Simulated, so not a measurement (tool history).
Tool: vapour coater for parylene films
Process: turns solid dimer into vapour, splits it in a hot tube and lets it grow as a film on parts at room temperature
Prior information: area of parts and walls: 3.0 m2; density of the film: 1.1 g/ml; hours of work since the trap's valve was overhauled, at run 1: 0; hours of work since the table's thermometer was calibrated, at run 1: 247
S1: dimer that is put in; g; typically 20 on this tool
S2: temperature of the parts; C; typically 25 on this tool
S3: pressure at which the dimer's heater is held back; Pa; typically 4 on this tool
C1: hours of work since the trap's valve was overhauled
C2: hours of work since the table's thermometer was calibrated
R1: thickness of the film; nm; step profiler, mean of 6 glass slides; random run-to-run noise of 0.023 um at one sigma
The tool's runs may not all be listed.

run,hour,S1,S2,S3,C1,C2,R1
1,0,20,25,4,0,247,4480
2,84,20,25,2.02,50,297,4840
3,139.2,20,25,2.02,82,329,4830
4,202.8,20,25,2.02,120,367,4770
5,267.9,17,25,2.02,158,405,4030
6,340.8,17,25,2.02,201,448,4010
# hour 409.2: trap's valve overhauled
7,428.1,17,25,3.11,11,497,3930
8,485.4,17,25,3.11,45,531,3910
9,549.7,18,19,5.73,83,569,4430
10,601.6,18,19,5.73,113,600,4410
11,666.7,18,19,5.73,152,638,4330
12,745.5,16,20,4,198,685,3950
# hour 818.4: trap's valve overhauled
13,832.8,19,36,3.27,8,734,3290

3 options for the next run, each taken on its own from the tool as it stands now. Forecast them:
A,872.7,29,36,8.21,32,757,?
B,872.7,11,25,2.86,32,757,?
C,872.7,19,35,3.27,32,757,?

run,R1
A,4300
B,2580
C,3310
With the hidden condition removed and each run's random variation left untouched, the same runs would have given:
run,R1
A,4280
B,2560
C,3300

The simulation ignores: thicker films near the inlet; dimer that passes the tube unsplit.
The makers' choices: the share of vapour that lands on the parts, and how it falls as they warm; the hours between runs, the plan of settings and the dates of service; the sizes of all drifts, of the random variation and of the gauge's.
